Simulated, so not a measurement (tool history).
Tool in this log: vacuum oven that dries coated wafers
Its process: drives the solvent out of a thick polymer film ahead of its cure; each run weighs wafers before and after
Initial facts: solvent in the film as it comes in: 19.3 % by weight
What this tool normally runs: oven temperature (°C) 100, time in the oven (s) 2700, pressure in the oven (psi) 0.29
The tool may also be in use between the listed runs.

run 1 hour=0 | oven_temperature_(°C)=100 time_in_the_oven_(s)=2700 pressure_in_the_oven_(psi)=0.29 | solvent_left_in_the_film_(%)=2.1
run 2 hour=52.5 | oven_temperature_(°C)=100 time_in_the_oven_(s)=2700 pressure_in_the_oven_(psi)=0.29 | solvent_left_in_the_film_(%)=2.16
run 3 hour=93.4 | oven_temperature_(°C)=100 time_in_the_oven_(s)=2700 pressure_in_the_oven_(psi)=0.29 | solvent_left_in_the_film_(%)=1.85
run 4 hour=136.2 | oven_temperature_(°C)=100 time_in_the_oven_(s)=2520 pressure_in_the_oven_(psi)=0.29 | solvent_left_in_the_film_(%)=2.03
run 5 hour=193.9 | oven_temperature_(°C)=100 time_in_the_oven_(s)=2700 pressure_in_the_oven_(psi)=0.29 | solvent_left_in_the_film_(%)=1.95
run 6 hour=224.5 | oven_temperature_(°C)=100 time_in_the_oven_(s)=2700 pressure_in_the_oven_(psi)=0.29 | solvent_left_in_the_film_(%)=1.91
run 7 hour=289.3 | oven_temperature_(°C)=100 time_in_the_oven_(s)=2700 pressure_in_the_oven_(psi)=0.313 | solvent_left_in_the_film_(%)=2.03
run 8 hour=348.4 | oven_temperature_(°C)=100 time_in_the_oven_(s)=2700 pressure_in_the_oven_(psi)=0.313 | solvent_left_in_the_film_(%)=2.01
run 9 hour=403.4 | oven_temperature_(°C)=92 time_in_the_oven_(s)=2700 pressure_in_the_oven_(psi)=0.29 | solvent_left_in_the_film_(%)=4.1
run 10 hour=463.4 | oven_temperature_(°C)=100 time_in_the_oven_(s)=2700 pressure_in_the_oven_(psi)=0.29 | solvent_left_in_the_film_(%)=1.94
run 11 hour=503.2 | oven_temperature_(°C)=100 time_in_the_oven_(s)=2700 pressure_in_the_oven_(psi)=0.29 | solvent_left_in_the_film_(%)=2.04
run 12 hour=554 | oven_temperature_(°C)=100 time_in_the_oven_(s)=2700 pressure_in_the_oven_(psi)=0.29 | solvent_left_in_the_film_(%)=2.02
run 13 hour=607.6 | oven_temperature_(°C)=100 time_in_the_oven_(s)=2700 pressure_in_the_oven_(psi)=0.29 | solvent_left_in_the_film_(%)=1.99
run 14 hour=660.7 | oven_temperature_(°C)=100 time_in_the_oven_(s)=2700 pressure_in_the_oven_(psi)=0.29 | solvent_left_in_the_film_(%)=2.14
run 15 hour=718.6 | oven_temperature_(°C)=100 time_in_the_oven_(s)=2700 pressure_in_the_oven_(psi)=0.29 | solvent_left_in_the_film_(%)=2.17
run 16 hour=777 | oven_temperature_(°C)=100 time_in_the_oven_(s)=2700 pressure_in_the_oven_(psi)=0.29 | solvent_left_in_the_film_(%)=2.23
run 17 hour=815.9 | oven_temperature_(°C)=89 time_in_the_oven_(s)=2700 pressure_in_the_oven_(psi)=0.29 | solvent_left_in_the_film_(%)=5.3
run 18 hour=853.1 | oven_temperature_(°C)=100 time_in_the_oven_(s)=2700 pressure_in_the_oven_(psi)=0.29 | solvent_left_in_the_film_(%)=2.33
run 19 hour=885.9 | oven_temperature_(°C)=100 time_in_the_oven_(s)=2700 pressure_in_the_oven_(psi)=0.29 | solvent_left_in_the_film_(%)=2.19
run 20 hour=952.2 | oven_temperature_(°C)=100 time_in_the_oven_(s)=2700 pressure_in_the_oven_(psi)=0.29 | solvent_left_in_the_film_(%)=2.24
run 21 hour=981.6 | oven_temperature_(°C)=100 time_in_the_oven_(s)=2700 pressure_in_the_oven_(psi)=0.477 | solvent_left_in_the_film_(%)=2.92
run 22 hour=1049.3 | oven_temperature_(°C)=100 time_in_the_oven_(s)=2700 pressure_in_the_oven_(psi)=0.477 | solvent_left_in_the_film_(%)=3.01
run 23 hour=1102.8 | oven_temperature_(°C)=115 time_in_the_oven_(s)=3120 pressure_in_the_oven_(psi)=0.802 | solvent_left_in_the_film_(%)=2.03
run 24 hour=1171.6 | oven_temperature_(°C)=115 time_in_the_oven_(s)=3120 pressure_in_the_oven_(psi)=0.802 | solvent_left_in_the_film_(%)=1.96
run 25 hour=1200.6 | oven_temperature_(°C)=115 time_in_the_oven_(s)=3120 pressure_in_the_oven_(psi)=0.802 | solvent_left_in_the_film_(%)=1.94
run 26 hour=1244.9 | oven_temperature_(°C)=115 time_in_the_oven_(s)=3120 pressure_in_the_oven_(psi)=0.802 | solvent_left_in_the_film_(%)=1.9
run 27 hour=1314.5 | oven_temperature_(°C)=115 time_in_the_oven_(s)=3120 pressure_in_the_oven_(psi)=0.802 | solvent_left_in_the_film_(%)=1.95
run 28 hour=1371.8 | oven_temperature_(°C)=115 time_in_the_oven_(s)=3000 pressure_in_the_oven_(psi)=0.628 | solvent_left_in_the_film_(%)=1.47
run 29 hour=1422.3 | oven_temperature_(°C)=103 time_in_the_oven_(s)=2760 pressure_in_the_oven_(psi)=0.323 | solvent_left_in_the_film_(%)=1.37
run 30 hour=1461.8 | oven_temperature_(°C)=103 time_in_the_oven_(s)=2760 pressure_in_the_oven_(psi)=0.323 | solvent_left_in_the_film_(%)=1.46
run 31 hour=1496.9 | oven_temperature_(°C)=103 time_in_the_oven_(s)=2760 pressure_in_the_oven_(psi)=0.323 | solvent_left_in_the_film_(%)=1.52
run 32 hour=1560.8 | oven_temperature_(°C)=94 time_in_the_oven_(s)=2760 pressure_in_the_oven_(psi)=0.323 | solvent_left_in_the_film_(%)=3.22
run 33 hour=1594.7 | oven_temperature_(°C)=94 time_in_the_oven_(s)=2760 pressure_in_the_oven_(psi)=0.323 | solvent_left_in_the_film_(%)=3.28
run 34 hour=1658.9 | oven_temperature_(°C)=100 time_in_the_oven_(s)=2700 pressure_in_the_oven_(psi)=0.598 | solvent_left_in_the_film_(%)=2.86
run 35 hour=1713 | oven_temperature_(°C)=89 time_in_the_oven_(s)=2700 pressure_in_the_oven_(psi)=0.193 | solvent_left_in_the_film_(%)=4.43
run 36 hour=1745 | oven_temperature_(°C)=89 time_in_the_oven_(s)=2700 pressure_in_the_oven_(psi)=0.193 | solvent_left_in_the_film_(%)=4.49
run 37 hour=1776.9 | oven_temperature_(°C)=89 time_in_the_oven_(s)=2700 pressure_in_the_oven_(psi)=0.193 | solvent_left_in_the_film_(%)=4.56
run 38 hour=1846.2 | oven_temperature_(°C)=107 time_in_the_oven_(s)=3420 pressure_in_the_oven_(psi)=0.193 | solvent_left_in_the_film_(%)=0.67
run 39 hour=1896.4 | oven_temperature_(°C)=107 time_in_the_oven_(s)=3420 pressure_in_the_oven_(psi)=0.193 | solvent_left_in_the_film_(%)=0.7
run 40 hour=1962.8 | oven_temperature_(°C)=107 time_in_the_oven_(s)=1500 pressure_in_the_oven_(psi)=0.171 | solvent_left_in_the_film_(%)=1.97
run 41 hour=2014.2 | oven_temperature_(°C)=107 time_in_the_oven_(s)=1500 pressure_in_the_oven_(psi)=0.171 | solvent_left_in_the_film_(%)=1.95
run 42 hour=2050.2 | oven_temperature_(°C)=107 time_in_the_oven_(s)=1500 pressure_in_the_oven_(psi)=0.171 | solvent_left_in_the_film_(%)=2.03
run 43 hour=2098.1 | oven_temperature_(°C)=107 time_in_the_oven_(s)=1500 pressure_in_the_oven_(psi)=0.582 | solvent_left_in_the_film_(%)=3.07
run 44 hour=2135.9 | oven_temperature_(°C)=101 time_in_the_oven_(s)=1380 pressure_in_the_oven_(psi)=0.368 | solvent_left_in_the_film_(%)=4.46

Between the runs listed above, the log contained 3 entries, not reproduced here. Where in the sequence does each belong, and how does what the log doesn't record of the tool's condition differ from the listed run before to the listed run after?
Between runs 2 and 3: oven's thermocouples calibrated (hour 93.4)
  true wafer temperature over the reading, C: -1.25 -> 0.41; true pressure over the reading, kPa: 0.495 -> 0.507
  measured less the result without the state, solvent left in the film (%): +0.47 -> +0.18
Between runs 23 and 24: oven's thermocouples calibrated (hour 1138.2)
  true wafer temperature over the reading, C: -1 -> 0.08; true pressure over the reading, kPa: 0.864 -> 0.888
  measured less the result without the state, solvent left in the film (%): +0.32 -> +0.26
Between runs 28 and 29: vacuum gauge cleaned of residue and calibrated (hour 1393.2)
  true wafer temperature over the reading, C: -0.21 -> -0.28; true pressure over the reading, kPa: 0.954 -> 0.007
  measured less the result without the state, solvent left in the film (%): +0.29 -> +0.04

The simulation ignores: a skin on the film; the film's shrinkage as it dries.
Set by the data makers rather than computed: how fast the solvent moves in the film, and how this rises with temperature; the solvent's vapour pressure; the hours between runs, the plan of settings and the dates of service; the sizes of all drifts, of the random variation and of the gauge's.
